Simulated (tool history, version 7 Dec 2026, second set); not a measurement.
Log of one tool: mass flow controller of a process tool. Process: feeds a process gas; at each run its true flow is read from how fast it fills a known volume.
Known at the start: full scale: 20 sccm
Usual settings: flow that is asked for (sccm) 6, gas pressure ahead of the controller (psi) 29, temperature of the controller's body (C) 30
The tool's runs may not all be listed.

run	hour	flow that is asked for (sccm)	gas pressure ahead of the controller (psi)	temperature of the controller's body (C)	true flow (%)
1	0	6	29	30	98.42
2	393.8	6	29	30	98.43
3	708.1	6	29	30	98.38
4	1081.1	6	29	30	98.44
# hour 1521.3: controller's zero set anew
5	1535.6	6	29	30	98.37
6	1760.7	6	29	30	98.45
7	2166.6	6	29	30	98.37
8	2420.5	6	22.2	30	98.17
9	2905.5	3	40.5	22	98.78
10	3253	7	34.7	27	98.82
11	3595.8	2	34.7	40	97.8
12	3998.7	2	34.7	40	97.67
13	4271.8	6	37.1	30	98.63
14	4672.1	13	20.9	24	98.99
15	5070.9	2	37.3	36	98.04
16	5315.5	2	37.3	36	97.96

Forecast each of these 5 alternatives for the next run:
A	5732	4	37.3	20	?
B	5732	2	24.8	36	?
C	5732	2	37.3	28	?
D	5732	2	22.9	24	?
E	5732	2	35.8	21	?

run	true flow (%)
A	98.87
B	97.59
C	98.28
D	97.93
E	98.63
Without the tool's hidden state the same runs would have given:
run	true flow (%)
A	98.87
B	97.62
C	98.3
D	97.95
E	98.65
